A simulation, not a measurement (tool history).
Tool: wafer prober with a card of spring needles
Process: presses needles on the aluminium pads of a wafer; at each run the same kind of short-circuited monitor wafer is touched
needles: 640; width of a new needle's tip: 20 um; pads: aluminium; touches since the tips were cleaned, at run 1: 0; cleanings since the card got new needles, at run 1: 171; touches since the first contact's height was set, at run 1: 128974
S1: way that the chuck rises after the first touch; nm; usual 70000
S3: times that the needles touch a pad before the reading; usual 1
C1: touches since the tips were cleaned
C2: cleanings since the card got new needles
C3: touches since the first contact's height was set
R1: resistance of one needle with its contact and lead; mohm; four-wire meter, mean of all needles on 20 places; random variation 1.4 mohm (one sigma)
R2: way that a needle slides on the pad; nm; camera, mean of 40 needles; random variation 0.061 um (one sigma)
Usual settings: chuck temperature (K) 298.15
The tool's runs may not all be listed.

Run 1, hour 0.0: usual settings; C1 0; C2 171; C3 128974. Result: R1 137 mohm, R2 16230 nm.
At hour 3.7: tips cleaned on abrasive film.
At hour 7.4: tips cleaned on abrasive film.
At hour 12.0: tips cleaned on abrasive film.
At hour 15.7: tips cleaned on abrasive film.
At hour 20.4: tips cleaned on abrasive film.
Run 2, hour 20.7: usual settings; C1 232; C2 176; C3 143170. Result: R1 137 mohm, R2 16140 nm.
At hour 24.4: tips cleaned on abrasive film.
At hour 28.1: tips cleaned on abrasive film.
At hour 32.7: tips cleaned on abrasive film.
Run 3, hour 34.1: usual settings; C1 1012; C2 179; C3 152430. Result: R1 139 mohm, R2 16140 nm.
At hour 37.0: tips cleaned on abrasive film.
At hour 40.7: tips cleaned on abrasive film.
At hour 44.4: tips cleaned on abrasive film.
At hour 49.0: tips cleaned on abrasive film.
Run 4, hour 49.9: usual settings; C1 618; C2 183; C3 163202. Result: R1 141 mohm, R2 15840 nm.
At hour 53.6: tips cleaned on abrasive film.
At hour 57.3: tips cleaned on abrasive film.
At hour 61.0: tips cleaned on abrasive film.
At hour 65.6: tips cleaned on abrasive film.
At hour 70.2: tips cleaned on abrasive film.
Run 5, hour 72.2: usual settings but S1 57000 nm; C1 1385; C2 188; C3 178549. Result: R1 152 mohm, R2 12720 nm.
At hour 74.1: tips cleaned on abrasive film.
At hour 78.7: tips cleaned on abrasive film.
At hour 83.3: tips cleaned on abrasive film.
At hour 87.4: tips cleaned on abrasive film.
At hour 87.7: height of the first contact set anew.
Run 6, hour 87.7: usual settings but S1 57000 nm; C1 0; C2 192; C3 0. Result: R1 137 mohm, R2 13790 nm.
At hour 91.4: tips cleaned on abrasive film.
At hour 96.0: tips cleaned on abrasive film.
At hour 99.8: tips cleaned on abrasive film.
Run 7, hour 103.2: usual settings but S1 57000 nm; C1 2425; C2 195; C3 10676. Result: R1 156 mohm, R2 13720 nm.
At hour 104.2: tips cleaned on abrasive film.
At hour 108.8: tips cleaned on abrasive film.
At hour 113.4: tips cleaned on abrasive film.
At hour 118.0: tips cleaned on abrasive film.
At hour 121.7: tips cleaned on abrasive film.
Run 8, hour 123.2: usual settings but S1 57000 nm; C1 1015; C2 200; C3 24384. Result: R1 149 mohm, R2 13670 nm.
At hour 126.0: tips cleaned on abrasive film.
At hour 129.7: tips cleaned on abrasive film.
At hour 134.3: tips cleaned on abrasive film.
Run 9, hour 136.7: usual settings but S1 57000 nm, S3 3; C1 1680; C2 203; C3 33678. Result: R1 142 mohm, R2 13620 nm.
At hour 138.6: tips cleaned on abrasive film.
At hour 143.2: tips cleaned on abrasive film.
At hour 146.9: tips cleaned on abrasive film.
At hour 151.5: tips cleaned on abrasive film.
Run 10, hour 153.3: usual settings but S1 57000 nm, S3 2; C1 1235; C2 207; C3 45067. Result: R1 146 mohm, R2 13550 nm.
At hour 156.1: tips cleaned on abrasive film.
At hour 159.8: tips cleaned on abrasive film.
At hour 163.8: tips cleaned on abrasive film.
Run 11, hour 163.8: usual settings but S1 57000 nm, S3 2; C1 0; C2 210; C3 52224. Result: R1 140 mohm, R2 13470 nm.
At hour 168.4: tips cleaned on abrasive film.
At hour 172.1: tips cleaned on abrasive film.
At hour 176.7: tips cleaned on abrasive film.
At hour 181.3: tips cleaned on abrasive film.
Run 12, hour 181.4: usual settings; C1 79; C2 214; C3 64358. Result: R1 134 mohm, R2 16510 nm.
At hour 185.1: tips cleaned on abrasive film.
At hour 188.8: tips cleaned on abrasive film.
At hour 193.4: tips cleaned on abrasive film.
Run 13, hour 196.5: usual settings; C1 2129; C2 217; C3 74732. Result: R1 148 mohm, R2 16460 nm.
At hour 197.5: tips cleaned on abrasive film.
At hour 201.2: tips cleaned on abrasive film.
At hour 205.8: tips cleaned on abrasive film.
At hour 210.4: tips cleaned on abrasive film.
Run 14, hour 213.6: usual settings; C1 2263; C2 221; C3 86514. Result: R1 148 mohm, R2 16450 nm.

Run 15 comes next. What will it give?
At hour 214.6: tips cleaned on abrasive film.
At hour 218.3: tips cleaned on abrasive film.
At hour 222.9: tips cleaned on abrasive film.
At hour 227.6: tips cleaned on abrasive film.
At hour 232.2: tips cleaned on abrasive film.
At hour 235.9: tips cleaned on abrasive film.
Run 15, hour 235.9: usual settings but chuck temperature (K) 337.15; C1 29; C2 227; C3 101774. Result: R1 ?, R2 ?.

{"run 15": {"R1": 142, "R2": 16300}}
Without the tool's hidden state the same run would have given R1 135 mohm, R2 16950 nm.
